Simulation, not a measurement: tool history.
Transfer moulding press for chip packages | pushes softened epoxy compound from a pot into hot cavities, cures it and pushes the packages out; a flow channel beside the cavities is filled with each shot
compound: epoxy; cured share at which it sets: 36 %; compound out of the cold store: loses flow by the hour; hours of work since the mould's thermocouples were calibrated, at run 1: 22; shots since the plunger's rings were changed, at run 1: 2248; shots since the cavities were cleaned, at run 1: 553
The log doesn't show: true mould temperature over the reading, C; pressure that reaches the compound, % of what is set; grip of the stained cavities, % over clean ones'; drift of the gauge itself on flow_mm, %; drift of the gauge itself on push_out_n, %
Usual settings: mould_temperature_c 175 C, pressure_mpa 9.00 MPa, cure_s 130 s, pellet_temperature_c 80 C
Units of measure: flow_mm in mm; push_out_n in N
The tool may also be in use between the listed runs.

run,hour,mould_temperature_c,pressure_mpa,cure_s,pellet_temperature_c,hours of work since the mould's thermocouples were calibrated,shots since the plunger's rings were changed,shots since the cavities were cleaned,incoming compound's hours out of the cold store,flow_mm,push_out_n
1,0.0,175,9.00,130,80,22,2248,553,39.1,676,215
2,24.4,175,9.00,130,80,35,2438,743,14.3,739,225
# hour 39.9: cavities cleaned with cleaning compound and waxed
3,43.0,175,9.00,137,80,43,2571,24,44.3,664,205
# hour 48.0: plunger's sealing rings changed
4,66.1,175,9.00,137,80,54,140,184,33.7,691,207
5,88.9,175,9.00,137,80,65,318,362,21.1,724,209
6,125.5,175,9.00,111,80,84,602,646,33.7,691,276
# hour 154.0: cavities cleaned with cleaning compound and waxed
7,160.9,175,9.00,111,80,101,865,53,20.1,728,266
8,194.3,175,9.00,111,80,118,1126,314,48.0,653,269
9,220.1,175,9.00,111,80,131,1326,514,27.0,707,274
10,248.0,175,9.00,111,80,145,1543,731,38.8,677,272
# hour 264.9: cavities cleaned with cleaning compound and waxed
11,284.1,175,9.00,130,80,163,1812,150,9.4,755,218
12,309.3,175,9.63,130,80,175,2008,346,23.4,742,205
13,338.6,175,9.63,130,80,190,2236,574,33.1,714,222
14,361.5,180,9.00,130,80,202,2414,752,13.8,731,194
# hour 377.3: cavities cleaned with cleaning compound and waxed
15,378.4,168,10.47,156,87,210,2534,9,36.9,750,226
# hour 388.8: plunger's sealing rings changed
16,409.6,169,8.95,113,90,224,161,231,23.5,729,402
17,445.4,177,7.84,132,70,242,440,510,27.3,657,200
18,470.5,175,8.22,130,80,255,635,705,27.6,673,207
# hour 491.9: cavities cleaned with cleaning compound and waxed
19,505.4,179,9.00,147,80,272,895,105,15.2,730,188
20,541.4,179,9.00,147,80,290,1174,384,14.5,732,193
21,572.0,181,10.64,130,80,305,1412,622,19.2,775,200
22,592.5,175,8.52,161,76,316,1571,781,25.4,690,180
# hour 603.2: mould's thermocouples calibrated
# hour 604.7: cavities cleaned with cleaning compound and waxed
23,621.8,180,7.59,161,87,9,1772,133,24.3,645,193
24,641.4,180,7.59,161,87,19,1925,286,42.0,604,184
25,676.9,175,10.37,111,87,37,2201,562,36.0,733,264
26,708.8,176,7.15,140,80,53,2448,809,39.3,599,202
# hour 715.4: cavities cleaned with cleaning compound and waxed
27,726.2,180,9.00,130,87,61,2572,83,9.2,739,185
# hour 733.8: plunger's sealing rings changed
28,761.4,180,9.00,130,87,77,214,337,8.5,743,195

Forecast each of these 4 alternatives for the next run:
A,781.8,180,7.78,164,74,88,373,496,37.1,?,?
B,781.8,177,8.66,119,80,88,373,496,26.5,?,?
C,781.8,167,9.00,112,89,88,373,496,15.9,?,?
D,781.8,180,8.14,130,72,88,373,496,27.9,?,?

run,flow_mm,push_out_n
A,623,180
B,689,217
C,760,480
D,660,195
Take away the tool's hidden state, keep each run's random variation, and the runs would have read:
run,flow_mm,push_out_n
A,623,178
B,689,215
C,760,474
D,660,193

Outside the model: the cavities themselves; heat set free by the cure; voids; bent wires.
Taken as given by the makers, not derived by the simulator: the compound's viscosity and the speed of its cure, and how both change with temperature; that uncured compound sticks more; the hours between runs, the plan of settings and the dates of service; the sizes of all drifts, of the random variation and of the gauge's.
